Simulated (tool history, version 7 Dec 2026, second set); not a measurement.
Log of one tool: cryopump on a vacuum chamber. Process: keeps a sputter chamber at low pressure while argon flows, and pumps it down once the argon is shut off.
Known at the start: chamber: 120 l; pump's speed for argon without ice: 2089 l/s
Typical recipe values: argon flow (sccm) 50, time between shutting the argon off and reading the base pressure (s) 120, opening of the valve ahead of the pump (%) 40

| run | hour | argon flow (sccm) | time between shutting the argon off and reading the base pressure (s) | opening of the valve ahead of the pump (%) | pressure while argon flows (Pa) | pressure after the wait (uPa) |
|---|---|---|---|---|---|---|
| 1 | 0.0 | 50 | 120 | 40 | 0.1046 | 1.00 |
| 2 | 27.8 | 50 | 120 | 40 | 0.1043 | 1.09 |
| 3 | 59.0 | 50 | 120 | 40 | 0.1045 | 1.07 |
| 4 | 92.1 | 50 | 120 | 40 | 0.1050 | 1.10 |
| 5 | 126.9 | 50 | 120 | 40 | 0.1053 | 1.13 |
| 6 | 171.0 | 50 | 120 | 40 | 0.1056 | 1.17 |
| 7 | 204.6 | 50 | 120 | 40 | 0.1065 | 1.16 |
| 8 | 226.4 | 50 | 120 | 40 | 0.1064 | 1.25 |
| 9 | 270.5 | 50 | 120 | 40 | 0.1075 | 1.22 |
| 10 | 308.0 | 50 | 120 | 40 | 0.1073 | 1.29 |
| 11 | 334.3 | 50 | 120 | 40 | 0.1073 | 1.31 |
| 12 | 371.3 | 50 | 120 | 40 | 0.1069 | 1.37 |
| 13 | 398.7 | 50 | 120 | 35 | 0.1225 | 1.39 |
| 14 | 418.1 | 50 | 35 | 35 | 0.1226 | 2.08 |
| 15 | 447.5 | 50 | 35 | 35 | 0.1220 | 2.08 |
| 16 | 490.9 | 50 | 35 | 35 | 0.1229 | 2.20 |
| 17 | 530.0 | 50 | 35 | 35 | 0.1239 | 2.29 |
| 18 | 557.6 | 50 | 120 | 60 | 0.0757 | 1.56 |
|  | 578.5 | pump warmed up, emptied and cooled again |
| 19 | 583.5 | 30 | 212 | 33 | 0.0742 | 1.21 |
| 20 | 626.4 | 50 | 40 | 40 | 0.1026 | 1.99 |
|  | 635.2 | leaking fittings of the chamber tightened, without venting |
| 21 | 660.2 | 59 | 120 | 17 | 0.2809 | 0.46 |
| 22 | 700.6 | 59 | 120 | 17 | 0.2826 | 0.52 |
| 23 | 742.7 | 59 | 179 | 17 | 0.2820 | 0.42 |
| 24 | 780.1 | 42 | 80 | 42 | 0.0814 | 0.67 |
| 25 | 800.2 | 100 | 120 | 42 | 0.1965 | 0.60 |
| 26 | 830.9 | 62 | 120 | 42 | 0.1220 | 0.62 |
| 27 | 864.2 | 24 | 109 | 21 | 0.0939 | 0.65 |
| 28 | 902.3 | 51 | 190 | 59 | 0.0740 | 0.55 |
| 29 | 924.2 | 45 | 263 | 40 | 0.0950 | 0.54 |
| 30 | 951.6 | 39 | 69 | 30 | 0.1076 | 0.90 |
| 31 | 998.0 | 24 | 166 | 33 | 0.0613 | 0.60 |
| 32 | 1034.8 | 22 | 292 | 39 | 0.0480 | 0.57 |
| 33 | 1067.0 | 22 | 59 | 31 | 0.0594 | 1.06 |

Forecast each of these 3 alternatives for the next run:
| A | 1094.4 | 81 | 120 | 40 | ? | ? |
| B | 1094.4 | 50 | 120 | 34 | ? | ? |
| C | 1094.4 | 46 | 22 | 35 | ? | ? |

| run | pressure while argon flows (Pa) | pressure after the wait (uPa) |
|---|---|---|
| A | 0.1726 | 0.78 |
| B | 0.1242 | 0.76 |
| C | 0.1112 | 2.18 |
Take away the tool's hidden state, keep each run's random variation, and the runs would have read:
| run | pressure while argon flows (Pa) | pressure after the wait (uPa) |
|---|---|---|
| A | 0.1644 | 0.42 |
| B | 0.1191 | 0.41 |
| C | 0.1066 | 1.81 |
